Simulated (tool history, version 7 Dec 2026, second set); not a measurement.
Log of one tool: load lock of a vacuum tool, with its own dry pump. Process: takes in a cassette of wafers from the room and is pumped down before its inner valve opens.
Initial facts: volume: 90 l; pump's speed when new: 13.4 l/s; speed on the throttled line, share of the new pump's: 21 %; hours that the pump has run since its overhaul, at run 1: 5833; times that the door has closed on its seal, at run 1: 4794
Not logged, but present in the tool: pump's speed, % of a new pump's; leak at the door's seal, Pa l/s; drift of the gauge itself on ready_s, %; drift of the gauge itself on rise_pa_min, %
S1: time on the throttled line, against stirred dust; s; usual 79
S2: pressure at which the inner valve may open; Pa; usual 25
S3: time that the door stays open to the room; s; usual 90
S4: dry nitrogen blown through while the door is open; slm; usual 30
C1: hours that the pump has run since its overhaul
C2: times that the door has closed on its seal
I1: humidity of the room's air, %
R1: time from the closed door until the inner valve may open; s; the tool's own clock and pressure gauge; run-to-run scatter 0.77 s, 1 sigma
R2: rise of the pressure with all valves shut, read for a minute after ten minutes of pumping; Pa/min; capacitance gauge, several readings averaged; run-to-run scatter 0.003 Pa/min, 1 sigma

run 1 hour=0 | S1=79 S2=25 S3=90 S4=30 | C1=5833 C2=4794 | I1=45.1 | R1=123.5 R2=0.035
run 2 hour=160.6 | S1=79 S2=25 S3=90 S4=30 | C1=5994 C2=5325 | I1=45 | R1=124.1 R2=0.04
run 3 hour=444.1 | S1=61 S2=25 S3=90 S4=30 | C1=6278 C2=6262 | I1=44.9 | R1=110.6 R2=0.036
run 4 hour=662.8 | S1=61 S2=25 S3=90 S4=20 | C1=6496 C2=6986 | I1=43 | R1=111.3 R2=0.042
run 5 hour=831.3 | S1=61 S2=25 S3=90 S4=20 | C1=6665 C2=7543 | I1=46.6 | R1=110.4 R2=0.05
run 6 hour=987.8 | S1=61 S2=25 S3=90 S4=20 | C1=6821 C2=8061 | I1=43.4 | R1=109.6 R2=0.051
run 7 hour=1149.1 | S1=79 S2=25 S3=90 S4=30 | C1=6983 C2=8594 | I1=46.5 | R1=125.7 R2=0.046
run 8 hour=1277.2 | S1=79 S2=25 S3=90 S4=30 | C1=7111 C2=9018 | I1=41.2 | R1=124.5 R2=0.043
run 9 hour=1399.4 | S1=79 S2=25 S3=90 S4=30 | C1=7233 C2=9422 | I1=42 | R1=123.8 R2=0.043
run 10 hour=1572.6 | S1=79 S2=25 S3=90 S4=30 | C1=7406 C2=9995 | I1=47 | R1=124.2 R2=0.049
run 11 hour=1749.6 | S1=79 S2=25 S3=90 S4=30 | C1=7583 C2=10581 | I1=45.5 | R1=125.8 R2=0.045
run 12 hour=1888.2 | S1=79 S2=25 S3=90 S4=30 | C1=7722 C2=11039 | I1=45.8 | R1=125.8 R2=0.044
run 13 hour=2153.6 | S1=79 S2=25 S3=90 S4=30 | C1=7987 C2=11917 | I1=44 | R1=124 R2=0.052
run 14 hour=2421.2 | S1=79 S2=25 S3=90 S4=9 | C1=8255 C2=12802 | I1=42.4 | R1=125 R2=0.062
run 15 hour=2614.6 | S1=79 S2=27 S3=90 S4=30 | C1=8448 C2=13442 | I1=41.5 | R1=126.5 R2=0.049
run 16 hour=2806.9 | S1=79 S2=27 S3=90 S4=30 | C1=8640 C2=14078 | I1=50.3 | R1=125.3 R2=0.056
run 17 hour=2929.4 | S1=79 S2=21 S3=40 S4=30 | C1=8763 C2=14483 | I1=41.7 | R1=127.2 R2=0.041
run 18 hour=3104.4 | S1=91 S2=20 S3=27 S4=36 | C1=8938 C2=15062 | I1=46 | R1=137.9 R2=0.038
run 19 hour=3224.7 | S1=153 S2=33 S3=52 S4=17 | C1=9058 C2=15460 | I1=44.6 | R1=178.9 R2=0.056
run 20 hour=3348 | S1=153 S2=18 S3=52 S4=5 | C1=9181 C2=15868 | I1=48.4 | R1=185.1 R2=0.066
run 21 hour=3515.6 | S1=88 S2=35 S3=112 S4=20 | C1=9349 C2=16422 | I1=45.6 | R1=131.1 R2=0.071
run 22 hour=3804.5 | S1=53 S2=28 S3=47 S4=13 | C1=9638 C2=17378 | I1=44.7 | R1=106.3 R2=0.055
run 23 hour=4069.8 | S1=147 S2=39 S3=47 S4=4 | C1=9903 C2=18256 | I1=46.7 | R1=172.8 R2=0.066
run 24 hour=4229.9 | S1=52 S2=44 S3=47 S4=4 | C1=10063 C2=18785 | I1=45.2 | R1=102.8 R2=0.071
run 25 hour=4381.5 | S1=52 S2=44 S3=47 S4=4 | C1=10215 C2=19287 | I1=45.9 | R1=103.1 R2=0.072
run 26 hour=4578.3 | S1=52 S2=44 S3=47 S4=4 | C1=10412 C2=19937 | I1=42.3 | R1=103.7 R2=0.066
run 27 hour=4731.7 | S1=155 S2=27 S3=90 S4=14 | C1=10565 C2=20445 | I1=42.3 | R1=183.7 R2=0.075
run 28 hour=4987.1 | S1=155 S2=27 S3=90 S4=14 | C1=10821 C2=21290 | I1=42.3 | R1=184.8 R2=0.081
run 29 hour=5227.5 | S1=103 S2=23 S3=36 S4=7 | C1=11061 C2=22085 | I1=47.6 | R1=147.2 R2=0.074
run 30 hour=5526.6 | S1=103 S2=23 S3=36 S4=7 | C1=11360 C2=23074 | I1=43.5 | R1=147.4 R2=0.073
run 31 hour=5742.4 | S1=103 S2=23 S3=36 S4=9 | C1=11576 C2=23788 | I1=43.2 | R1=147.4 R2=0.07

4 ways to go on from here, each from the tool as it stands after run 31. What would each give?
run A hour=5970.8 | S1=63 S2=23 S3=36 S4=42 | C1=11804 C2=24543 | I1=44.9 | R1=? R2=?
run B hour=5970.8 | S1=101 S2=23 S3=151 S4=9 | C1=11804 C2=24543 | I1=47.8 | R1=? R2=?
run C hour=5970.8 | S1=129 S2=25 S3=125 S4=30 | C1=11804 C2=24543 | I1=47.4 | R1=? R2=?
run D hour=5970.8 | S1=157 S2=25 S3=87 S4=20 | C1=11804 C2=24543 | I1=46.4 | R1=? R2=?

run=A R1=118.7 R2=0.059
run=B R1=147.2 R2=0.118
run=C R1=165.6 R2=0.09
run=D R1=186.6 R2=0.083
What these runs would have given with no unlogged condition in the tool:
run=A R1=105.9 R2=0.014
run=B R1=136.6 R2=0.073
run=C R1=157.1 R2=0.044
run=D R1=179.9 R2=0.038
